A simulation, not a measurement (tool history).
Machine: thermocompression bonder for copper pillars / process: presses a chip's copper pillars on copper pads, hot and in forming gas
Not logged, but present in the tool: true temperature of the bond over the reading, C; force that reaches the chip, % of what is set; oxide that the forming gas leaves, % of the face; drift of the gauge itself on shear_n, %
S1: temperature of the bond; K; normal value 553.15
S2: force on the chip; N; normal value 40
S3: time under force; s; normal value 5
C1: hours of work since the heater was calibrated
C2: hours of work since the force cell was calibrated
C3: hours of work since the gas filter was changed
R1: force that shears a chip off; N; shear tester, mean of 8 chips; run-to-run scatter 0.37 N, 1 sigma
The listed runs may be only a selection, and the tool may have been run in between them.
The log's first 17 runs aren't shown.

run    hour      S1  S2  S3   C1    C2   C3    R1
 18   962.8  553.15  36   5  676   716   42  44.2
 19  1012.6  553.15  36   5  711   751   77    43
 20  1089.4  532.15  28   8  765   805  131  27.9
 21  1142.8  532.15  28   8  802   842  169  27.1
     1151.7  -- heater calibrated with a thermocouple chip
     1179.1  -- forming gas filter changed
 22  1190.6  544.15  47   4   27   874    8  44.6
 23  1238.1  571.15  40   6   60   908   42  63.7
 24  1313.2  556.15  39  10  113   960   94  60.9
 25  1354.6  556.15  39  10  142   989  123    59
     1363.3  -- heater calibrated with a thermocouple chip, once more
 26    1391  547.15  30   7   20  1014  148    39
 27  1432.5  554.15  56   7   49  1043  177  70.4
     1457.1  -- forming gas filter changed
 28  1479.9  547.15  42   7   82  1076   16  55.8
 29  1525.7  553.15  35   7  114  1108   48  50.9
 30    1597  553.15  35   5  164  1158   98  42.7
 31  1679.2  528.15  27  14  222  1216  156  33.8
       1733  -- forming gas filter changed
 32  1755.3  528.15  27  14  275  1269   16  35.7
 33  1815.3  553.15  31   5  317  1311   58  39.4
 34  1898.4  553.15  45   5  376  1370  116  53.2
 35  1978.1  567.15  45   5  432  1426  172  62.1
     2006.9  -- forming gas filter changed
 36  2063.1  567.15  45   5  491  1485   40  66.1
 37  2121.2  567.15  45   5  532  1526   80  65.2
 38  2189.1  563.15  27  13  580  1574  128  55.6

What if the next run were any one of these 5? Each begins from the tool's condition after run 38:
  A  2252.4  563.15  34  13  624  1618  173   ?
  B  2252.4  564.15  40   4  624  1618  173   ?
  C  2252.4  545.15  27   3  624  1618  173   ?
  D  2252.4  552.15  46   7  624  1618  173   ?
  E  2252.4  553.15  31   5  624  1618  173   ?

run    R1
  A  65.1
  B  50.7
  C  22.5
  D  58.5
  E  36.6
What these runs would have given with no unlogged condition in the tool:
run    R1
  A  69.8
  B  54.3
  C  24.1
  D  62.8
  E  39.2

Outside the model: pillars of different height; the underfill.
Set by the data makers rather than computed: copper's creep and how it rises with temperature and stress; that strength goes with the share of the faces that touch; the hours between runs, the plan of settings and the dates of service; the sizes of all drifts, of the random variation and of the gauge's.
